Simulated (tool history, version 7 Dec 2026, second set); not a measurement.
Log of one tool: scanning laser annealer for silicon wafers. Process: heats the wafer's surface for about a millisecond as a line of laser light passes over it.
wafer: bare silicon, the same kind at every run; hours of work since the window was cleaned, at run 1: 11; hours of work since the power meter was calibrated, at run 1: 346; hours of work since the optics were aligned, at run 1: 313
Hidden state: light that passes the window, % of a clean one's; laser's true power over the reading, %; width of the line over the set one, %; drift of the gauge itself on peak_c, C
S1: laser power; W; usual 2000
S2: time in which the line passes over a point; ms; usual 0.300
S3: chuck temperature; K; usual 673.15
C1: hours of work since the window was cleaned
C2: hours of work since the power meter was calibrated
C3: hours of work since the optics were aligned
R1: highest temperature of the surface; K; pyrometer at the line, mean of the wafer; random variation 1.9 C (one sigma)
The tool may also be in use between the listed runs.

run,hour,S1,S2,S3,C1,C2,C3,R1
1,0.0,2000,0.300,673.15,11,346,313,1436.15
2,56.0,2000,0.300,673.15,43,377,344,1434.15
3,116.9,1985,0.300,673.15,77,412,379,1425.15
4,173.3,2000,0.300,673.15,109,443,410,1429.15
5,212.0,2000,0.300,699.15,131,465,432,1454.15
6,252.4,2000,0.221,673.15,153,488,455,1303.15
7,299.3,2000,0.221,673.15,180,514,481,1299.15
8,328.3,2000,0.221,634.15,196,531,498,1262.15
9,359.3,2000,0.221,634.15,214,548,515,1259.15
10,402.0,2000,0.300,689.15,238,572,539,1436.15
11,454.7,2026,0.300,689.15,267,602,569,1447.15
12,516.5,2000,0.300,698.15,302,637,604,1441.15
13,551.2,2000,0.300,698.15,322,656,623,1443.15
14,600.2,2000,0.300,698.15,349,684,651,1439.15
15,661.4,2000,0.300,698.15,384,718,685,1437.15
16,691.9,2000,0.300,673.15,401,735,702,1407.15
# hour 729.4: window over the wafer cleaned
17,760.0,2072,0.300,673.15,17,773,740,1455.15
# hour 804.9: optics aligned, line set to its width
18,825.2,2072,0.300,673.15,51,806,11,1461.15
19,870.9,2072,0.300,673.15,77,832,37,1467.15
20,921.6,2000,0.300,673.15,105,861,66,1430.15
21,955.3,1709,0.274,677.15,124,880,85,1284.15
22,1014.7,1962,0.319,653.15,158,913,118,1424.15
23,1060.3,1919,0.284,673.15,183,939,144,1373.15
24,1087.5,1904,0.309,644.15,199,954,159,1373.15
25,1153.0,1904,0.309,644.15,236,991,196,1370.15
26,1205.8,1769,0.309,686.15,265,1021,226,1355.15
27,1259.6,1893,0.300,673.15,296,1051,256,1377.15
28,1297.7,1984,0.240,663.15,317,1072,277,1313.15
29,1328.1,2063,0.312,646.15,334,1090,295,1433.15
30,1361.5,2063,0.224,646.15,353,1108,313,1295.15
31,1422.2,2063,0.292,706.15,387,1142,348,1464.15
32,1454.3,1791,0.361,673.15,405,1161,366,1406.15
# hour 1482.3: window over the wafer cleaned
33,1507.1,1791,0.361,673.15,14,1189,394,1421.15
34,1544.5,2018,0.269,673.15,35,1210,415,1389.15
35,1607.1,2018,0.269,673.15,70,1245,450,1383.15
36,1672.4,2018,0.214,705.15,107,1282,487,1327.15
37,1715.4,1833,0.214,705.15,131,1306,511,1265.15
38,1750.1,2000,0.300,705.15,151,1326,531,1452.15
39,1783.0,2000,0.234,669.15,169,1345,550,1313.15
40,1831.7,1922,0.297,690.15,197,1372,577,1398.15

Forecast each of these 3 alternatives for the next run:
A,1895.5,1916,0.282,641.15,233,1408,613,?
B,1895.5,2000,0.300,675.15,233,1408,613,?
C,1895.5,2071,0.297,692.15,233,1408,613,?

run,R1
A,1322.15
B,1418.15
C,1456.15
Without the tool's hidden state the same runs would have given:
run,R1
A,1346.15
B,1444.15
C,1483.15
